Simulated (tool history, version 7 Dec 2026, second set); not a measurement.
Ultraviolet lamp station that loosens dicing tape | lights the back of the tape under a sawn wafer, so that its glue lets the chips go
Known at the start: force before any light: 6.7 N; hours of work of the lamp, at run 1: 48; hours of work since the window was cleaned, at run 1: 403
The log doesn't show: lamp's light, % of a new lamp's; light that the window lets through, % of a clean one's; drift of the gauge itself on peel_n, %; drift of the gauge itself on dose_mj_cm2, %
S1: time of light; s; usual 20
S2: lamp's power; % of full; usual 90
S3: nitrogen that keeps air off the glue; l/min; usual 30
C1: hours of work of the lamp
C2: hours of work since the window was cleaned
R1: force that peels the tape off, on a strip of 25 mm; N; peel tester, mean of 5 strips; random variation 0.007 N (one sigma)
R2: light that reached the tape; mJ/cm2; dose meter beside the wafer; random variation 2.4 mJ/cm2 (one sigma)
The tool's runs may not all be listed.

run 1 hour=0.0 | S1=20 S2=90 S3=30 | C1=48 C2=403 | R1=0.249 R2=251
run 2 hour=51.8 | S1=20 S2=90 S3=31 | C1=88 C2=443 | R1=0.250 R2=249
run 3 hour=105.2 | S1=20 S2=90 S3=31 | C1=130 C2=484 | R1=0.237 R2=251
-- hour=126.4 window cleaned of glue's vapour
run 4 hour=136.5 | S1=20 S2=90 S3=30 | C1=153 C2=8 | R1=0.241 R2=252
run 5 hour=183.9 | S1=20 S2=90 S3=59 | C1=190 C2=45 | R1=0.206 R2=254
run 6 hour=238.8 | S1=20 S2=90 S3=10 | C1=233 C2=87 | R1=0.497 R2=248
run 7 hour=278.7 | S1=20 S2=90 S3=10 | C1=264 C2=118 | R1=0.507 R2=250
run 8 hour=305.7 | S1=20 S2=90 S3=10 | C1=285 C2=139 | R1=0.540 R2=249
run 9 hour=332.8 | S1=20 S2=90 S3=10 | C1=306 C2=160 | R1=0.487 R2=251
run 10 hour=364.6 | S1=20 S2=90 S3=10 | C1=331 C2=185 | R1=0.502 R2=251
run 11 hour=399.4 | S1=20 S2=90 S3=10 | C1=358 C2=212 | R1=0.509 R2=249
run 12 hour=432.8 | S1=20 S2=90 S3=10 | C1=384 C2=238 | R1=0.510 R2=252
run 13 hour=474.7 | S1=20 S2=90 S3=30 | C1=416 C2=270 | R1=0.235 R2=247
run 14 hour=527.2 | S1=20 S2=90 S3=30 | C1=457 C2=311 | R1=0.247 R2=249
run 15 hour=552.4 | S1=20 S2=90 S3=30 | C1=476 C2=331 | R1=0.243 R2=251
run 16 hour=598.1 | S1=20 S2=90 S3=30 | C1=512 C2=366 | R1=0.246 R2=250
run 17 hour=625.6 | S1=20 S2=90 S3=30 | C1=533 C2=388 | R1=0.244 R2=247
run 18 hour=668.2 | S1=20 S2=90 S3=30 | C1=566 C2=421 | R1=0.248 R2=247
run 19 hour=695.8 | S1=16 S2=90 S3=30 | C1=588 C2=442 | R1=0.324 R2=200
run 20 hour=745.0 | S1=16 S2=90 S3=30 | C1=626 C2=480 | R1=0.342 R2=204
-- hour=768.8 window cleaned of glue's vapour
run 21 hour=792.6 | S1=16 S2=90 S3=30 | C1=662 C2=18 | R1=0.344 R2=197
run 22 hour=832.2 | S1=16 S2=90 S3=30 | C1=693 C2=49 | R1=0.317 R2=200
run 23 hour=869.7 | S1=12 S2=90 S3=19 | C1=722 C2=78 | R1=0.759 R2=152
run 24 hour=914.7 | S1=39 S2=94 S3=46 | C1=757 C2=113 | R1=0.195 R2=517
run 25 hour=951.9 | S1=39 S2=90 S3=10 | C1=786 C2=142 | R1=0.211 R2=490
run 26 hour=997.4 | S1=15 S2=90 S3=32 | C1=821 C2=177 | R1=0.351 R2=189
run 27 hour=1047.0 | S1=16 S2=94 S3=30 | C1=860 C2=216 | R1=0.317 R2=211
run 28 hour=1073.0 | S1=16 S2=94 S3=30 | C1=880 C2=236 | R1=0.314 R2=210
run 29 hour=1117.5 | S1=16 S2=95 S3=58 | C1=915 C2=271 | R1=0.237 R2=210
run 30 hour=1171.3 | S1=22 S2=90 S3=43 | C1=957 C2=313 | R1=0.214 R2=275
run 31 hour=1212.1 | S1=22 S2=90 S3=25 | C1=988 C2=344 | R1=0.244 R2=277
run 32 hour=1256.6 | S1=20 S2=81 S3=19 | C1=1023 C2=379 | R1=0.386 R2=226
run 33 hour=1303.1 | S1=20 S2=81 S3=19 | C1=1059 C2=415 | R1=0.377 R2=228
run 34 hour=1360.9 | S1=20 S2=91 S3=10 | C1=1104 C2=460 | R1=0.498 R2=253
run 35 hour=1392.2 | S1=20 S2=81 S3=35 | C1=1128 C2=484 | R1=0.250 R2=226
-- hour=1411.0 window cleaned of glue's vapour
run 36 hour=1449.6 | S1=21 S2=81 S3=53 | C1=1172 C2=30 | R1=0.203 R2=239
run 37 hour=1473.8 | S1=27 S2=63 S3=12 | C1=1191 C2=49 | R1=0.505 R2=237
-- hour=1490.9 lamp changed
run 38 hour=1531.0 | S1=17 S2=82 S3=23 | C1=31 C2=92 | R1=0.408 R2=193
run 39 hour=1571.2 | S1=12 S2=61 S3=23 | C1=62 C2=124 | R1=1.332 R2=104
run 40 hour=1611.6 | S1=17 S2=71 S3=42 | C1=94 C2=155 | R1=0.349 R2=169
run 41 hour=1668.2 | S1=17 S2=71 S3=42 | C1=138 C2=199 | R1=0.347 R2=166
run 42 hour=1694.9 | S1=20 S2=67 S3=14 | C1=158 C2=220 | R1=0.690 R2=187
run 43 hour=1731.1 | S1=20 S2=67 S3=14 | C1=187 C2=248 | R1=0.693 R2=183

3 ways to go on from here, each from the tool as it stands after run 43. What would each give?
run A hour=1784.9 | S1=35 S2=92 S3=30 | C1=228 C2=290 | R1=? R2=?
run B hour=1784.9 | S1=20 S2=86 S3=30 | C1=228 C2=290 | R1=? R2=?
run C hour=1784.9 | S1=20 S2=76 S3=30 | C1=228 C2=290 | R1=? R2=?

run=A R1=0.194 R2=453
run=B R1=0.258 R2=238
run=C R1=0.315 R2=209
Without the tool's hidden state the same runs would have given:
run=A R1=0.194 R2=453
run=B R1=0.258 R2=238
run=C R1=0.314 R2=210
